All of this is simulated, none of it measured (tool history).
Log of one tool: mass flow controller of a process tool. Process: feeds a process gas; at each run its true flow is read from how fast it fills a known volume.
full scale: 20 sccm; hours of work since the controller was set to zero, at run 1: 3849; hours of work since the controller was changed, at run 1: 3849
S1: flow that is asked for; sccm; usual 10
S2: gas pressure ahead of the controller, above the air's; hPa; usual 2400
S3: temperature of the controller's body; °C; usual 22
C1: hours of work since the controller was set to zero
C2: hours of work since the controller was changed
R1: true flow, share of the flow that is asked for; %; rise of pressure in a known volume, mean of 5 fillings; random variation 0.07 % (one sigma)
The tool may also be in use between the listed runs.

run      day  S1    S2  S3    C1    C2      R1
  1        0  10  2400  22  3849  3849   99.22
  2    3.021  10  2400  30  3893  3893   98.63
  3    6.067  10  1890  30  3938  3938   98.89
  4   10.296  10  1890  30  4000  4000   98.93
  5   13.642  10  2400  22  4049  4049   99.64
  6   17.325  10  2400  22  4104  4104   99.88
  7   22.583  10  2400  22  4181  4181   99.97
  8   27.804  10  2400  22  4258  4258  100.06
  9   34.012  10  2400  22  4349  4349  100.15
 10   39.017  10  2400  29  4422  4422   99.83
 11   43.317  18  2400  22  4486  4486  101.24
 12    46.55  10  2400  22  4533  4533  100.52
 13   51.825  10  2400  22  4611  4611  100.66
 14    57.15  10  2080  22  4689  4689  100.89
 15       61  10  2080  22  4746  4746  100.96
 16   64.192   7  1600  22  4793  4793  100.84
 17   70.292   7  1600  22  4882  4882   101.1
 18   76.267   3  1600  22  4970  4970  100.83
 19   79.721   3  1600  22  5021  5021  100.89
      80.071  -- gauge calibrated
 20   85.046   3  2160  36  5099  5099   97.67
 21   88.933   3  2200  36  5156  5156   97.86
 22   92.821   3  2200  36  5213  5213   97.85
      97.358  -- controller exchanged for a calibrated one
 23   98.283  10  2400  23    14    14   99.54
 24  102.817  10  1560  23    80    80   99.95
 25  107.492   3  1460  40   149   149   98.16
 26  111.225   3  2090  27   204   204   99.09
 27  114.725  10  2100  22   255   255   100.2
 28  117.638   4  2110  24   298   298   99.59
 29  120.854  13  1830  20   345   345   100.8

Forecast each of these 4 alternatives for the next run:
  A  127.562  10  2400  32  444  444   ?
  B  127.562  13  1830  38  444  444   ?
  C  127.562   2  1830  27  444  444   ?
  D  127.562  10  2400  37  444  444   ?

run     R1
  A  99.87
  B  99.77
  C  99.68
  D  99.39
Without the tool's hidden state the same runs would have given:
run     R1
  A   98.5
  B   98.4
  C  98.32
  D  98.03
